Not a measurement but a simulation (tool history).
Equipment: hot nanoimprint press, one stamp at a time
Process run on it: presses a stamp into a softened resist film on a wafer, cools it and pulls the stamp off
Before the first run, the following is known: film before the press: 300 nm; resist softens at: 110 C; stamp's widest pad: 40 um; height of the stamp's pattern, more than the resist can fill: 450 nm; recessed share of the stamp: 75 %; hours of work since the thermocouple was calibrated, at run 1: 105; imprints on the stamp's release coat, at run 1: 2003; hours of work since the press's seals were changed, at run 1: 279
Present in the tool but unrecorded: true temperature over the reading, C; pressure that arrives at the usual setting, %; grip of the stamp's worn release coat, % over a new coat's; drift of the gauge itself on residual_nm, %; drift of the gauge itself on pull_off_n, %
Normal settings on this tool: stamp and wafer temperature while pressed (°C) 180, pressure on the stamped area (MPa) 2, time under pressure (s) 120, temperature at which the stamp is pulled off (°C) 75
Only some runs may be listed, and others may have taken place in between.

run   hour  stamp and wafer temperature while pressed (°C)  pressure on the stamped area (MPa)  time under pressure (s)  temperature at which the stamp is pulled off (°C)  hours of work since the thermocouple was calibrated  imprints on the stamp's release coat  hours of work since the press's seals were changed  resist left under the stamp's widest pad (angstrom)  greatest force while the stamp is pulled off (N)
  1      0                                             180                                   2                      120                                                 75                                                  105                                  2003                                                 279                                                 1308                                               207
  2   41.6                                             180                                   2                      120                                                 75                                                  129                                  2106                                                 303                                                 1302                                               207
  3   72.1                                             180                                   2                      120                                                 78                                                  147                                  2182                                                 321                                                 1334                                               194
  4   93.1                                             180                                   2                      120                                                 78                                                  159                                  2234                                                 334                                                 1328                                               202
     127.9  -- stamp cleaned and given a new release coat
  5  142.7                                             185                                   2                      120                                                 75                                                  184                                    37                                                 359                                                 1052                                               150
  6  190.3                                             185                                   2                      120                                                 75                                                  212                                   155                                                 387                                                 1063                                               156
     195.3  -- plate thermocouple calibrated
  7  221.7                                             185                                1.64                      120                                                 75                                                   15                                   226                                                 403                                                 1207                                               150
  8  266.5                                             185                                1.64                      120                                                 75                                                   42                                   337                                                 430                                                 1201                                               162
  9  290.8                                             185                                1.64                      120                                                 75                                                   56                                   397                                                 444                                                 1223                                               164
 10  313.4                                             185                                1.64                      120                                                 75                                                   69                                   453                                                 457                                                 1223                                               165
 11  338.6                                             185                                1.64                      120                                                 75                                                   84                                   516                                                 472                                                 1230                                               167
 12  370.2                                             186                                2.37                      209                                                 69                                                  102                                   594                                                 490                                                  781                                               200
 13  392.6                                             183                                2.37                      158                                                 74                                                  115                                   649                                                 503                                                  992                                               169
     423.8  -- plate thermocouple calibrated, once more
 14  433.7                                             176                                2.37                      158                                                 76                                                    6                                   744                                                 526                                                 1300                                               161
 15  452.7                                             180                                1.64                      175                                                 75                                                   17                                   791                                                 537                                                 1281                                               170
 16  496.7                                             171                                1.79                      120                                                 75                                                   43                                   900                                                 562                                                 2039                                               172
 17  525.1                                             174                                1.71                      198                                                 69                                                   59                                   971                                                 579                                                 1573                                               198
 18    556                                             169                                3.15                      198                                                 76                                                   77                                  1047                                                 597                                                 1487                                               169
 19  577.3                                             169                                3.15                      198                                                 76                                                   90                                  1100                                                 610                                                 1500                                               173
 20    602                                             169                                3.15                      228                                                 76                                                  104                                  1162                                                 624                                                 1443                                               178

4 ways to go on from here, each from the tool as it stands after run 20. What would each give?
  A  628.4                                             169                                2.18                       65                                                 67                                                  120                                  1227                                                 639                                                    ?                                                 ?
  B  628.4                                             185                                3.06                      120                                                 75                                                  120                                  1227                                                 639                                                    ?                                                 ?
  C  628.4                                             180                                   2                      155                                                 82                                                  120                                  1227                                                 639                                                    ?                                                 ?
  D  628.4                                             180                                   2                      120                                                 74                                                  120                                  1227                                                 639                                                    ?                                                 ?

run  resist left under the stamp's widest pad (angstrom)  greatest force while the stamp is pulled off (N)
  A                                                 2315                                               219
  B                                                  824                                               177
  C                                                 1217                                               150
  D                                                 1320                                               185
With the hidden condition removed and each run's random variation left untouched, the same runs would have given:
run  resist left under the stamp's widest pad (angstrom)  greatest force while the stamp is pulled off (N)
  A                                                 2257                                               175
  B                                                  784                                               141
  C                                                 1169                                               119
  D                                                 1268                                               148
